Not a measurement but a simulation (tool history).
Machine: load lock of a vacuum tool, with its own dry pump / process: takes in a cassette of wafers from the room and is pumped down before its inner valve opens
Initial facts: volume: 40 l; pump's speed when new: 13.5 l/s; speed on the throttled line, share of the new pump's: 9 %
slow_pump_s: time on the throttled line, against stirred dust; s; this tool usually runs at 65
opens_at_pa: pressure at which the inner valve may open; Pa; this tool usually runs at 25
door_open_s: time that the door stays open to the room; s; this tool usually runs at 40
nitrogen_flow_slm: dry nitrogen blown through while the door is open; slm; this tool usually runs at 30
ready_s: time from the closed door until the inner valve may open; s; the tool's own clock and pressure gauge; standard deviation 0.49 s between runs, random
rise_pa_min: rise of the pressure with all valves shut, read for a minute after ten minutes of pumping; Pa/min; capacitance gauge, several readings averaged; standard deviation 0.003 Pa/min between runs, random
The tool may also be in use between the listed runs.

| run | day | slow_pump_s | opens_at_pa | door_open_s | nitrogen_flow_slm | incoming humidity of the room's air, % | ready_s | rise_pa_min |
|---|---|---|---|---|---|---|---|---|
| 1 | 0.000 | 65 | 25 | 40 | 30 | 46.7 | 88.6 | 0.246 |
| 2 | 17.471 | 65 | 25 | 40 | 30 | 44.7 | 87.5 | 0.270 |
| 3 | 38.783 | 65 | 25 | 40 | 30 | 45.8 | 88.9 | 0.291 |
| 4 | 58.425 | 65 | 25 | 40 | 6 | 44.0 | 88.5 | 0.338 |
| 5 | 77.008 | 65 | 25 | 40 | 6 | 43.9 | 89.6 | 0.351 |
| 6 | 96.988 | 65 | 25 | 40 | 30 | 44.9 | 88.5 | 0.365 |
|  | 107.404 | door's seal changed, seat wiped |
| 7 | 117.254 | 65 | 25 | 36 | 30 | 45.3 | 88.9 | 0.029 |
| 8 | 135.196 | 65 | 25 | 36 | 30 | 45.0 | 88.9 | 0.033 |
|  | 137.408 | dry pump taken out, an overhauled one fitted |
| 9 | 157.942 | 65 | 25 | 36 | 30 | 42.8 | 83.2 | 0.038 |
| 10 | 171.762 | 65 | 19 | 64 | 30 | 46.2 | 84.8 | 0.056 |
| 11 | 195.029 | 36 | 39 | 40 | 19 | 47.2 | 56.0 | 0.071 |
| 12 | 208.983 | 74 | 26 | 29 | 28 | 47.1 | 92.4 | 0.058 |

What will run 13 give?
| 13 | 236.579 | 74 | 26 | 29 | 28 | 45.4 | ? | ? |

ready_s: 91.2 s
rise_pa_min: 0.077 Pa/min
On a tool with no hidden condition, and with the same random variation, this run would have come out at ready_s 90.8 s, rise_pa_min 0.028 Pa/min.
